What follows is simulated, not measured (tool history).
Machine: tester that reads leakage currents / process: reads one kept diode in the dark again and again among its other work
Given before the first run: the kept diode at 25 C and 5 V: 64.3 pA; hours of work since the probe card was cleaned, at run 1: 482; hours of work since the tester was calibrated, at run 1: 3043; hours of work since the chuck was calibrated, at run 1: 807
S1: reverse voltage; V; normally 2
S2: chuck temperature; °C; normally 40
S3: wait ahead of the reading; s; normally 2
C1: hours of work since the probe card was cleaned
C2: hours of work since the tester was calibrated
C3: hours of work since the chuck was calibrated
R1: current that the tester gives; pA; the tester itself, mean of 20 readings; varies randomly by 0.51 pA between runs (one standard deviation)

run      day     S1  S2    S3    C1    C2    C3      R1
  1        0      2  40     2   482  3043   807  167.17
  2    4.179      2  40     2   528  3089   853  167.02
  3   12.854      2  40     2   623  3184   949  168.04
  4   18.779      2  40     2   688  3249  1013  167.17
      21.717  -- chuck's temperature calibrated
  5   26.675      2  40   7.1   774  3335    54  166.66
  6   35.371      2  40   7.1   869  3430   150  167.96
  7   41.342      2  40   7.1   935  3496   215   167.4
  8   47.471      2  40   7.1  1002  3563   283  167.56
  9   54.671      2  40   7.1  1081  3642   362  166.75
 10   63.175      2  40   7.1  1174  3735   455  167.22
 11   71.158      2  20     2  1262  3823   543   29.34
 12   77.796    4.6  40     2  1335  3896   615  227.17
 13     84.3  17.39  40     2  1406  3967   687  373.68
 14   91.721  17.39  40     2  1487  4049   768  373.26
 15   98.558   2.85  44  0.45  1562  4124   843  265.76
 16  104.354   1.01  28  0.76  1626  4187   907   47.14
 17   108.15      2  39  2.69  1668  4229   948  153.45
 18  113.958   1.57  52  2.69  1731  4293  1012  394.39
     116.717  -- chuck's temperature calibrated
 19  120.862   1.57  52  2.69  1806  4367    45  396.56
 20  128.262  13.74  33  0.53  1887  4449   127  198.95
 21  137.083      2  30  0.44  1984  4545   223   73.63
 22  141.696      2  40  0.39  2035  4596   274  169.38
 23  147.017  13.86  23     2  2093  4654   332   80.53
 24  152.725      2  40  6.74  2156  4717   395  167.67
 25  158.904      2  40  6.74  2224  4785   463  167.04
 26  165.462   2.25  22     2  2296  4857   535   36.96
 27  171.479    1.1  41  2.61  2362  4923   601  145.85

Entry by entry between the runs, the difference in hidden state between the last listed run before and the first listed run after:
After run 4, before run 5: chuck's temperature calibrated (day 21.717)
  stray current of the dirty probe card, pA a volt: 0.024 -> 0.025; true chuck temperature over the reading, C: -0.03 -> 0
  measured less the result without the state, R1: -0.43 -> +0.03 pA
After run 18, before run 19: chuck's temperature calibrated (day 116.717)
  stray current of the dirty probe card, pA a volt: 0.031 -> 0.032; true chuck temperature over the reading, C: -0.04 -> 0
  measured less the result without the state, R1: -1.03 -> +0.11 pA
